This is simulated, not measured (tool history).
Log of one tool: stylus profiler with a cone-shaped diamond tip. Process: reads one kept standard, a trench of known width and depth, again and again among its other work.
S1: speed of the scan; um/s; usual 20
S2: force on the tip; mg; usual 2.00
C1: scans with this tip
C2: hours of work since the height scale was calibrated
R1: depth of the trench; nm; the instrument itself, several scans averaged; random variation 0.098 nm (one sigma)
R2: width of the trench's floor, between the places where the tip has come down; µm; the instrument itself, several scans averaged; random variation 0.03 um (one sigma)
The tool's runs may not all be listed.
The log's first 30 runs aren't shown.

Run 31, day 32.404: usual settings but S1 12 um/s; C1 13439; C2 1082. Result: R1 101.48 nm, R2 48.60 µm.
Run 32, day 33.229: usual settings but S1 12 um/s, S2 4.09 mg; C1 13572; C2 1093. Result: R1 102.47 nm, R2 48.68 µm.
Run 33, day 33.938: usual settings but S1 27 um/s, S2 4.49 mg; C1 13686; C2 1102. Result: R1 102.66 nm, R2 48.64 µm.
Run 34, day 35.229: usual settings but S1 27 um/s, S2 4.49 mg; C1 13895; C2 1119. Result: R1 102.41 nm, R2 48.61 µm.
Run 35, day 36.146: usual settings but S1 42 um/s, S2 1.27 mg; C1 14042; C2 1131. Result: R1 101.05 nm, R2 48.46 µm.
Run 36, day 36.954: usual settings but S1 59 um/s, S2 0.84 mg; C1 14173; C2 1141. Result: R1 100.75 nm, R2 48.32 µm.
Run 37, day 37.958: usual settings but S1 59 um/s, S2 0.84 mg; C1 14335; C2 1154. Result: R1 100.86 nm, R2 48.30 µm.
Run 38, day 38.621: usual settings but S1 59 um/s, S2 0.84 mg; C1 14442; C2 1163. Result: R1 100.90 nm, R2 48.34 µm.
Run 39, day 39.346: usual settings but S1 5 um/s, S2 3.91 mg; C1 14559; C2 1172. Result: R1 102.24 nm, R2 48.76 µm.
Run 40, day 40.062: usual settings but S1 10 um/s, S2 0.89 mg; C1 14674; C2 1182. Result: R1 100.80 nm, R2 48.70 µm.
Run 41, day 41.021: usual settings but S2 1.04 mg; C1 14829; C2 1194. Result: R1 101.03 nm, R2 48.58 µm.
Run 42, day 42.196: usual settings but S2 1.04 mg; C1 15019; C2 1209. Result: R1 100.95 nm, R2 48.62 µm.

Forecast each of these 4 alternatives for the next run:
Run A, day 42.954: usual settings but S2 3.92 mg; C1 15141; C2 1219. Result: R1 ?, R2 ?.
Run B, day 42.954: usual settings but S1 12 um/s; C1 15141; C2 1219. Result: R1 ?, R2 ?.
Run C, day 42.954: usual settings but S1 48 um/s, S2 4.73 mg; C1 15141; C2 1219. Result: R1 ?, R2 ?.
Run D, day 42.954: usual settings but S1 30 um/s, S2 1.04 mg; C1 15141; C2 1219. Result: R1 ?, R2 ?.

run      R1     R2
  A  102.33  48.70
  B  101.47  48.67
  C  102.56  48.61
  D  100.99  48.59
Without the tool's hidden state the same runs would have given:
run      R1     R2
  A  102.34  48.72
  B  101.48  48.69
  C  102.57  48.63
  D  100.99  48.60

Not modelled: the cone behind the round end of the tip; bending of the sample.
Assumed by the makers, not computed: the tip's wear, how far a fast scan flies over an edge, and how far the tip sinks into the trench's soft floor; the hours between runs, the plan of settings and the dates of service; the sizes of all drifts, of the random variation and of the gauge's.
